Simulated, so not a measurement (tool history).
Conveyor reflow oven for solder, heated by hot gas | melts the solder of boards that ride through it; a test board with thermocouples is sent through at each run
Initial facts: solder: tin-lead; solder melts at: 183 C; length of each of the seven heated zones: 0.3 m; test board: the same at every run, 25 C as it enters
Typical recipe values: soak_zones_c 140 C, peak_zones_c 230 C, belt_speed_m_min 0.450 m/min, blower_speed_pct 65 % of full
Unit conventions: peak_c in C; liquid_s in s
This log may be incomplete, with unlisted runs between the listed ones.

run	day	soak_zones_c	peak_zones_c	belt_speed_m_min	blower_speed_pct	peak_c	liquid_s
1	0.000	140	230	0.450	65	215.2	58.9
2	0.838	140	230	0.450	65	215.0	59.5
3	1.888	140	230	0.450	65	215.1	58.6
4	2.938	140	230	0.450	65	215.1	58.1
5	4.638	140	230	0.450	65	214.7	59.1
6	5.704	140	230	0.450	63	214.7	58.4
# day 6.000: flux residue cleaned out of gas plates and filters
7	7.083	140	230	0.450	65	215.8	60.9
8	8.129	140	230	0.450	65	216.1	60.1
9	8.904	140	230	0.450	65	216.1	59.4
10	10.633	140	230	0.450	65	215.9	59.5
11	12.333	148	224	0.455	65	212.2	58.9
12	13.783	148	224	0.455	65	212.2	59.4
13	15.512	130	234	0.440	86	224.1	63.7
14	16.925	134	234	0.440	86	224.0	66.2
# day 18.446: thermocouples of zones 6 and 7 changed
15	18.696	134	234	0.440	86	221.3	64.4
16	20.212	140	230	0.372	74	220.0	78.5

Forecast each of these 3 alternatives for the next run:
A	21.025	140	230	0.384	74	?	?
B	21.025	127	230	0.372	74	?	?
C	21.025	140	230	0.518	65	?	?

run	peak_c	liquid_s
A	219.4	74.7
B	218.8	73.0
C	209.2	45.7
Stripped of hidden state, with their random variation kept, the same runs would have yielded:
run	peak_c	liquid_s
A	220.2	75.1
B	219.6	73.5
C	210.1	46.5
